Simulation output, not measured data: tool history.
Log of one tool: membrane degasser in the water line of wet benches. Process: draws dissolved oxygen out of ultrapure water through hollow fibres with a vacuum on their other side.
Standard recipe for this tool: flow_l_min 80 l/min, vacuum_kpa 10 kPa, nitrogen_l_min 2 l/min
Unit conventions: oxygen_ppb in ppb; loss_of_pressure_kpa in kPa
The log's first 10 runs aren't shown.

run	hour	flow_l_min	vacuum_kpa	nitrogen_l_min	hours since the membrane was changed	hours since the vacuum gauge was calibrated	hours since the vacuum lines were made tight	oxygen_ppb	loss_of_pressure_kpa
11	352.2	80	10	2	1730	5071	7392	563.4	48.09
12	386.4	80	10	2	1765	5106	7427	563.3	48.23
13	436	64	10	2	1814	5155	7476	470.6	38.62
14	461.2	64	10	2	1839	5180	7501	466.8	38.33
15	485.7	64	10	2	1864	5205	7526	467.9	38.63
16	537.1	80	8.2	2	1915	5256	7577	436.6	48.68
17	566.7	80	8.2	2	1945	5286	7607	439.8	48.2
18	612.4	49	24.1	1.99	1991	5332	7653	1028.1	29.94
19	637.6	51	13	1.99	2016	5357	7678	537.9	30.98
20	669.1	80	9.6	0.88	2047	5388	7709	917.9	48.42
21	696.5	80	9.6	0.88	2075	5416	7737	917.8	48.32
22	737.2	100	14.8	4.36	2115	5456	7777	618.4	60.48
23	777.5	100	14.8	4.36	2156	5497	7818	616.6	60.52
24	805.4	80	10	4.63	2184	5525	7846	305.5	48.11
25	855.3	80	11.5	1.22	2234	5575	7896	932.8	48.28
26	903.2	60	24.5	3	2281	5622	7943	890.4	36.29
27	933	100	20.1	0.97	2311	5652	7973	2215	60.98
28	979.1	80	10	5.54	2357	5698	8019	267.2	48.86
29	1019.2	80	21.8	2	2397	5739	8060	1347.7	48.38
30	1061	102	10	3.59	2439	5780	8101	468.6	61.88
31	1086.5	102	10	3.59	2465	5806	8127	466.4	61.76

Forecast each of these 5 alternatives for the next run:
A	1108.1	59	6.4	1.29	2486	5827	8148	?	?
B	1108.1	52	9.7	0.86	2486	5827	8148	?	?
C	1108.1	69	10	2	2486	5827	8148	?	?
D	1108.1	80	20.5	2.3	2486	5827	8148	?	?
E	1108.1	110	18.4	5.33	2486	5827	8148	?	?

run	oxygen_ppb	loss_of_pressure_kpa
A	312.7	35.7
B	701.3	31.73
C	499.5	42.07
D	1147.1	48.33
E	730.5	66.63
The same runs, with their run-to-run variation unchanged, on a tool lacking any hidden condition would have given:
run	oxygen_ppb	loss_of_pressure_kpa
A	293.9	35.32
B	683	31.39
C	483.1	41.62
D	1130.1	47.81
E	715.9	65.91
